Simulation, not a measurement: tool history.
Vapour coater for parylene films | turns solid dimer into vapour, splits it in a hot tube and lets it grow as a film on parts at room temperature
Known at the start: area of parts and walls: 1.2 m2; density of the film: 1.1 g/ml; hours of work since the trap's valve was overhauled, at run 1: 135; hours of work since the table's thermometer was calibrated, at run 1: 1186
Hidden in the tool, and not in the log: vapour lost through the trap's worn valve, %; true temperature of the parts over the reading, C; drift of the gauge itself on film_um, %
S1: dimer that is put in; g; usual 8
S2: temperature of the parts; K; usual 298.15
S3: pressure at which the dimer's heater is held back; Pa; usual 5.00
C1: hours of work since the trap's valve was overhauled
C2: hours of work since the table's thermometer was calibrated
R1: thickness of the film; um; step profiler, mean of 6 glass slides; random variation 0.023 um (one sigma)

run,hour,S1,S2,S3,C1,C2,R1
1,0.0,8,298.15,5.00,135,1186,4.43
2,33.1,8,298.15,5.00,165,1216,4.41
3,63.9,8,298.15,5.00,193,1243,4.32
4,86.2,8,298.15,5.00,213,1263,4.37
5,105.4,8,298.15,5.00,230,1281,4.35
6,134.4,8,298.15,5.00,256,1307,4.32
# hour 150.4: trap's valve overhauled
7,161.0,8,298.15,5.00,10,1327,4.57
8,181.8,8,302.15,5.00,28,1346,3.82
9,198.4,8,302.15,5.00,43,1361,3.84
10,222.9,4,298.15,5.00,65,1383,2.24
11,258.8,4,298.15,5.00,97,1415,2.24
12,279.1,4,298.15,5.00,116,1433,2.23
13,306.5,5,298.15,5.00,140,1458,2.76
14,337.0,5,298.15,5.00,168,1485,2.73
15,361.6,10,298.15,3.38,190,1507,5.67
16,382.6,8,300.15,2.19,209,1526,4.32
17,414.5,4,298.15,5.00,237,1555,2.14
18,433.4,4,298.15,5.00,254,1572,2.15
# hour 452.4: trap's valve overhauled
19,471.6,12,298.15,5.00,17,1603,6.82
20,492.1,8,295.15,5.00,36,1621,5.08
21,523.9,8,295.15,5.00,64,1650,5.10
22,547.0,8,295.15,5.00,85,1670,5.05
23,575.9,8,298.15,5.00,111,1696,4.38
24,604.7,8,298.15,5.00,137,1722,4.38
25,635.8,8,298.15,5.00,165,1750,4.38
26,663.7,3,298.15,6.31,190,1775,1.58

Forecast each of these 3 alternatives for the next run:
A,690.1,7,301.15,5.00,214,1799,?
B,690.1,9,298.15,2.17,214,1799,?
C,690.1,4,301.15,8.71,214,1799,?

run,R1
A,3.34
B,5.27
C,1.79
Without the tool's hidden state the same runs would have given:
run,R1
A,3.65
B,5.76
C,1.96

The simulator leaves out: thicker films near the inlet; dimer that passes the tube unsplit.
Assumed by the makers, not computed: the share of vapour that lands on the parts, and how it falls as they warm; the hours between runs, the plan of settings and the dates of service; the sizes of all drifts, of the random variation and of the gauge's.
